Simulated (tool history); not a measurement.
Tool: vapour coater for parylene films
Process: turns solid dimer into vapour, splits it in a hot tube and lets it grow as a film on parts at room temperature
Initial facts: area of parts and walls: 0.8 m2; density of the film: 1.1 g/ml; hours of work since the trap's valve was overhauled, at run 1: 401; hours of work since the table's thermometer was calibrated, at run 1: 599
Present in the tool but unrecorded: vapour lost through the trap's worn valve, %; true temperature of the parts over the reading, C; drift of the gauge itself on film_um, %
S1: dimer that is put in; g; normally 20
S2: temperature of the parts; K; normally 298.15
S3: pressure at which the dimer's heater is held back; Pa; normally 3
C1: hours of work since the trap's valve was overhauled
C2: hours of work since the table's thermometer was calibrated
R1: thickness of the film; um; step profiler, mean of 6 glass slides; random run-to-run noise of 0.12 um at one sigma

| run | day | S1 | S2 | S3 | C1 | C2 | R1 |
|---|---|---|---|---|---|---|---|
| 1 | 0 | 20 | 298.15 | 3 | 401 | 599 | 14.69 |
| 2 | 3.038 | 20 | 298.15 | 3 | 448 | 646 | 14.91 |
| 3 | 4.292 | 20 | 298.15 | 3 | 467 | 665 | 14.65 |
| 4 | 5.896 | 20 | 298.15 | 3 | 492 | 690 | 14.55 |
| 5 | 7.788 | 20 | 298.15 | 3 | 522 | 720 | 14.66 |
| 6 | 9.392 | 24 | 298.15 | 3 | 547 | 745 | 17.56 |
| 7 | 11.996 | 24 | 298.15 | 3 | 587 | 785 | 17.75 |
|  | 13.392 | trap's valve overhauled |
| 8 | 14.283 | 24 | 298.15 | 3 | 14 | 818 | 17.46 |
| 9 | 15.658 | 24 | 298.15 | 3 | 35 | 839 | 17.63 |
| 10 | 17.088 | 20 | 298.15 | 2.75 | 57 | 861 | 15.06 |
| 11 | 18.996 | 20 | 296.15 | 2.75 | 87 | 891 | 16.19 |
| 12 | 22.004 | 20 | 296.15 | 2.75 | 134 | 938 | 16.34 |
| 13 | 23.488 | 20 | 296.15 | 2.75 | 157 | 961 | 16.43 |
| 14 | 26.246 | 20 | 296.15 | 2.75 | 199 | 1003 | 16.37 |
| 15 | 28.167 | 26 | 309.15 | 3.01 | 229 | 1033 | 10.96 |
| 16 | 29.888 | 31 | 302.15 | 3 | 256 | 1060 | 18.75 |
| 17 | 32.221 | 31 | 293.15 | 6.13 | 292 | 1096 | 27.56 |
| 18 | 34.896 | 31 | 298.15 | 2.58 | 334 | 1138 | 23.14 |
|  | 36.004 | table's thermometer calibrated |
| 19 | 36.625 | 17 | 299.15 | 3.65 | 360 | 10 | 11.68 |
| 20 | 38.712 | 10 | 292.15 | 2.01 | 392 | 42 | 10.33 |
| 21 | 40.004 | 12 | 294.15 | 3.22 | 412 | 62 | 10.79 |
| 22 | 41.338 | 12 | 291.15 | 5.3 | 433 | 83 | 11.76 |
| 23 | 44.15 | 12 | 291.15 | 5.3 | 477 | 126 | 11.9 |
| 24 | 45.65 | 33 | 295.15 | 2.52 | 500 | 150 | 29.01 |
| 25 | 47.1 | 33 | 295.15 | 2.52 | 522 | 172 | 28.67 |
| 26 | 48.904 | 33 | 295.15 | 3.83 | 550 | 200 | 27.8 |
| 27 | 51.912 | 12 | 298.15 | 3 | 597 | 247 | 8.85 |
|  | 52.783 | trap's valve overhauled |
| 28 | 53.392 | 13 | 291.15 | 2.77 | 9 | 267 | 13.62 |

The logged runs with the hidden state left out (each run's random variation unchanged):
| run | R1 |
|---|---|
| 1 | 14.77 |
| 2 | 14.99 |
| 3 | 14.73 |
| 4 | 14.64 |
| 5 | 14.75 |
| 6 | 17.67 |
| 7 | 17.88 |
| 8 | 17.52 |
| 9 | 17.69 |
| 10 | 15.12 |
| 11 | 16.26 |
| 12 | 16.41 |
| 13 | 16.51 |
| 14 | 16.45 |
| 15 | 11.02 |
| 16 | 18.86 |
| 17 | 27.72 |
| 18 | 23.29 |
| 19 | 11.71 |
| 20 | 10.35 |
| 21 | 10.82 |
| 22 | 11.79 |
| 23 | 11.94 |
| 24 | 29.11 |
| 25 | 28.77 |
| 26 | 27.91 |
| 27 | 8.89 |
| 28 | 13.63 |
